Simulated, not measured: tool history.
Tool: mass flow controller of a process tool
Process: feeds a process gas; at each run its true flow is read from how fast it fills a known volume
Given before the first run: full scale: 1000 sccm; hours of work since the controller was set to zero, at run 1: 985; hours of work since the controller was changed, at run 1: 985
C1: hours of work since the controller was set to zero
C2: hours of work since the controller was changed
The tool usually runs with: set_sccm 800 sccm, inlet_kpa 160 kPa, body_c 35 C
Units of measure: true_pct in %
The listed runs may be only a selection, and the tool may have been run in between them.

{"run": 1, "hour": 0.0, "set_sccm": 800, "inlet_kpa": 160, "body_c": 35, "C1": 985, "C2": 985, "true_pct": 98.95}
{"run": 2, "hour": 83.4, "set_sccm": 800, "inlet_kpa": 160, "body_c": 35, "C1": 1013, "C2": 1013, "true_pct": 98.91}
{"run": 3, "hour": 148.2, "set_sccm": 800, "inlet_kpa": 160, "body_c": 35, "C1": 1034, "C2": 1034, "true_pct": 98.96}
{"run": 4, "hour": 187.9, "set_sccm": 800, "inlet_kpa": 265, "body_c": 35, "C1": 1047, "C2": 1047, "true_pct": 98.63}
{"run": 5, "hour": 253.4, "set_sccm": 800, "inlet_kpa": 160, "body_c": 35, "C1": 1069, "C2": 1069, "true_pct": 98.98}
{"run": 6, "hour": 326.2, "set_sccm": 800, "inlet_kpa": 160, "body_c": 35, "C1": 1093, "C2": 1093, "true_pct": 98.95}
{"run": 7, "hour": 392.4, "set_sccm": 800, "inlet_kpa": 160, "body_c": 35, "C1": 1115, "C2": 1115, "true_pct": 98.97}
{"run": 8, "hour": 448.0, "set_sccm": 800, "inlet_kpa": 160, "body_c": 20, "C1": 1133, "C2": 1133, "true_pct": 99.59}
{"run": 9, "hour": 519.5, "set_sccm": 800, "inlet_kpa": 160, "body_c": 20, "C1": 1157, "C2": 1157, "true_pct": 99.66}
{"run": 10, "hour": 580.3, "set_sccm": 800, "inlet_kpa": 160, "body_c": 20, "C1": 1177, "C2": 1177, "true_pct": 99.53}
{"run": 11, "hour": 641.7, "set_sccm": 800, "inlet_kpa": 160, "body_c": 35, "C1": 1197, "C2": 1197, "true_pct": 98.97}
{"run": 12, "hour": 692.6, "set_sccm": 980, "inlet_kpa": 160, "body_c": 35, "C1": 1214, "C2": 1214, "true_pct": 99.62}
{"run": 13, "hour": 737.3, "set_sccm": 980, "inlet_kpa": 160, "body_c": 35, "C1": 1229, "C2": 1229, "true_pct": 99.71}
{"run": 14, "hour": 786.0, "set_sccm": 800, "inlet_kpa": 152, "body_c": 35, "C1": 1245, "C2": 1245, "true_pct": 98.99}
{"run": 15, "hour": 826.0, "set_sccm": 800, "inlet_kpa": 152, "body_c": 35, "C1": 1258, "C2": 1258, "true_pct": 99.05}
{"run": 16, "hour": 893.5, "set_sccm": 800, "inlet_kpa": 160, "body_c": 33, "C1": 1280, "C2": 1280, "true_pct": 99.0}
{"run": 17, "hour": 948.0, "set_sccm": 800, "inlet_kpa": 160, "body_c": 33, "C1": 1298, "C2": 1298, "true_pct": 99.0}
{"run": 18, "hour": 1028.4, "set_sccm": 800, "inlet_kpa": 160, "body_c": 35, "C1": 1325, "C2": 1325, "true_pct": 98.98}
{"run": 19, "hour": 1088.0, "set_sccm": 800, "inlet_kpa": 160, "body_c": 35, "C1": 1345, "C2": 1345, "true_pct": 98.88}
{"run": 20, "hour": 1157.0, "set_sccm": 800, "inlet_kpa": 160, "body_c": 35, "C1": 1367, "C2": 1367, "true_pct": 98.99}
{"run": 21, "hour": 1214.3, "set_sccm": 800, "inlet_kpa": 160, "body_c": 25, "C1": 1386, "C2": 1386, "true_pct": 99.4}
{"hour": 1220.2, "done": "controller's zero set anew"}
{"run": 22, "hour": 1295.0, "set_sccm": 800, "inlet_kpa": 160, "body_c": 20, "C1": 25, "C2": 1413, "true_pct": 99.42}
{"run": 23, "hour": 1346.9, "set_sccm": 800, "inlet_kpa": 160, "body_c": 20, "C1": 42, "C2": 1430, "true_pct": 99.33}
{"run": 24, "hour": 1407.9, "set_sccm": 220, "inlet_kpa": 160, "body_c": 35, "C1": 62, "C2": 1450, "true_pct": 95.23}
{"run": 25, "hour": 1471.1, "set_sccm": 309, "inlet_kpa": 141, "body_c": 26, "C1": 83, "C2": 1471, "true_pct": 96.62}
{"run": 26, "hour": 1510.7, "set_sccm": 132, "inlet_kpa": 239, "body_c": 29, "C1": 96, "C2": 1484, "true_pct": 93.23}
{"hour": 1578.3, "done": "controller's zero set anew, once more"}
{"run": 27, "hour": 1581.2, "set_sccm": 132, "inlet_kpa": 239, "body_c": 29, "C1": 1, "C2": 1507, "true_pct": 97.09}
{"run": 28, "hour": 1620.2, "set_sccm": 800, "inlet_kpa": 199, "body_c": 35, "C1": 14, "C2": 1520, "true_pct": 99.26}
{"run": 29, "hour": 1688.7, "set_sccm": 200, "inlet_kpa": 274, "body_c": 22, "C1": 36, "C2": 1543, "true_pct": 97.42}
{"run": 30, "hour": 1735.1, "set_sccm": 800, "inlet_kpa": 165, "body_c": 35, "C1": 52, "C2": 1558, "true_pct": 99.39}
{"run": 31, "hour": 1787.2, "set_sccm": 800, "inlet_kpa": 165, "body_c": 35, "C1": 69, "C2": 1575, "true_pct": 99.4}
{"run": 32, "hour": 1855.3, "set_sccm": 464, "inlet_kpa": 142, "body_c": 39, "C1": 92, "C2": 1598, "true_pct": 98.14}
{"run": 33, "hour": 1926.2, "set_sccm": 447, "inlet_kpa": 182, "body_c": 32, "C1": 115, "C2": 1621, "true_pct": 98.28}
{"run": 34, "hour": 2001.1, "set_sccm": 800, "inlet_kpa": 256, "body_c": 29, "C1": 140, "C2": 1646, "true_pct": 99.19}
{"run": 35, "hour": 2069.5, "set_sccm": 597, "inlet_kpa": 175, "body_c": 30, "C1": 162, "C2": 1669, "true_pct": 98.78}
{"run": 36, "hour": 2115.3, "set_sccm": 597, "inlet_kpa": 175, "body_c": 30, "C1": 178, "C2": 1684, "true_pct": 98.84}
{"run": 37, "hour": 2180.5, "set_sccm": 637, "inlet_kpa": 244, "body_c": 27, "C1": 199, "C2": 1705, "true_pct": 98.92}
{"run": 38, "hour": 2238.1, "set_sccm": 800, "inlet_kpa": 140, "body_c": 35, "C1": 218, "C2": 1725, "true_pct": 99.39}
{"run": 39, "hour": 2292.2, "set_sccm": 128, "inlet_kpa": 148, "body_c": 35, "C1": 236, "C2": 1742, "true_pct": 96.77}
{"run": 40, "hour": 2347.5, "set_sccm": 128, "inlet_kpa": 148, "body_c": 35, "C1": 254, "C2": 1761, "true_pct": 96.72}
{"run": 41, "hour": 2405.4, "set_sccm": 866, "inlet_kpa": 160, "body_c": 35, "C1": 273, "C2": 1780, "true_pct": 99.64}
{"run": 42, "hour": 2452.2, "set_sccm": 866, "inlet_kpa": 160, "body_c": 35, "C1": 289, "C2": 1795, "true_pct": 99.64}
{"run": 43, "hour": 2526.1, "set_sccm": 114, "inlet_kpa": 223, "body_c": 28, "C1": 313, "C2": 1820, "true_pct": 96.49}
{"run": 44, "hour": 2595.3, "set_sccm": 125, "inlet_kpa": 160, "body_c": 36, "C1": 336, "C2": 1843, "true_pct": 96.44}
{"run": 45, "hour": 2671.4, "set_sccm": 193, "inlet_kpa": 221, "body_c": 39, "C1": 361, "C2": 1868, "true_pct": 96.57}
{"run": 46, "hour": 2741.7, "set_sccm": 416, "inlet_kpa": 144, "body_c": 27, "C1": 385, "C2": 1891, "true_pct": 98.37}
{"run": 47, "hour": 2804.3, "set_sccm": 344, "inlet_kpa": 168, "body_c": 39, "C1": 405, "C2": 1912, "true_pct": 97.42}
{"run": 48, "hour": 2864.0, "set_sccm": 344, "inlet_kpa": 168, "body_c": 39, "C1": 425, "C2": 1931, "true_pct": 97.5}

Below are 3 alternative next runs, each starting from the tool's condition after run 48. Predict each:
{"run": "A", "hour": 2947.1, "set_sccm": 365, "inlet_kpa": 168, "body_c": 39, "C1": 452, "C2": 1959, "true_pct": "?"}
{"run": "B", "hour": 2947.1, "set_sccm": 800, "inlet_kpa": 260, "body_c": 35, "C1": 452, "C2": 1959, "true_pct": "?"}
{"run": "C", "hour": 2947.1, "set_sccm": 264, "inlet_kpa": 172, "body_c": 24, "C1": 452, "C2": 1959, "true_pct": "?"}

run=A true_pct=97.58
run=B true_pct=98.95
run=C true_pct=97.59
Without the tool's unlogged condition, the same runs would have read:
run=A true_pct=97.47
run=B true_pct=98.68
run=C true_pct=97.59
